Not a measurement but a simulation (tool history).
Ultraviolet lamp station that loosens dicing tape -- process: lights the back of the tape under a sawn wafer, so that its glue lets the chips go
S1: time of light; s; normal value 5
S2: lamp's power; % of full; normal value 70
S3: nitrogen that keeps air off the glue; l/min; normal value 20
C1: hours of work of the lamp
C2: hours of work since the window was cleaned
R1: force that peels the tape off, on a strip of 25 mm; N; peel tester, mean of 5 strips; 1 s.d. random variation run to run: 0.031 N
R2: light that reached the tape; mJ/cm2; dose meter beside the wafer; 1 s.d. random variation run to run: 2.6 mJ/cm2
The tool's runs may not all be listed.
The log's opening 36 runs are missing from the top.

| run | hour | S1 | S2 | S3 | C1 | C2 | R1 | R2 |
|---|---|---|---|---|---|---|---|---|
| 37 | 276.3 | 5 | 76 | 14 | 504 | 264 | 2.321 | 297 |
| 38 | 280.8 | 5 | 76 | 14 | 507 | 267 | 2.272 | 295 |
| 39 | 287.5 | 5 | 66 | 20 | 513 | 272 | 2.432 | 257 |
| 40 | 296.3 | 5 | 75 | 20 | 519 | 279 | 2.048 | 288 |
| 41 | 306.8 | 8 | 96 | 20 | 527 | 287 | 0.408 | 592 |
| 42 | 313.0 | 8 | 96 | 20 | 532 | 292 | 0.410 | 587 |
| 43 | 318.7 | 8 | 82 | 30 | 537 | 296 | 0.493 | 509 |
| 44 | 325.6 | 2 | 67 | 11 | 542 | 301 | 6.502 | 102 |
|  | 327.9 | window cleaned of glue's vapour |
| 45 | 335.8 | 8 | 91 | 34 | 549 | 6 | 0.237 | 635 |

Consider 3 possible next runs. They are alternatives, not a sequence: every one starts from the tool as it was left by run 45. What does each give?
| A | 342.8 | 5 | 70 | 12 | 555 | 11 | ? | ? |
| B | 342.8 | 4 | 64 | 20 | 555 | 11 | ? | ? |
| C | 342.8 | 5 | 72 | 20 | 555 | 11 | ? | ? |

| run | R1 | R2 |
|---|---|---|
| A | 2.337 | 302 |
| B | 2.934 | 222 |
| C | 1.749 | 310 |
The same runs, with their run-to-run variation unchanged, on a tool lacking any hidden condition would have given:
| run | R1 | R2 |
|---|---|---|
| A | 1.976 | 335 |
| B | 2.547 | 247 |
| C | 1.439 | 344 |
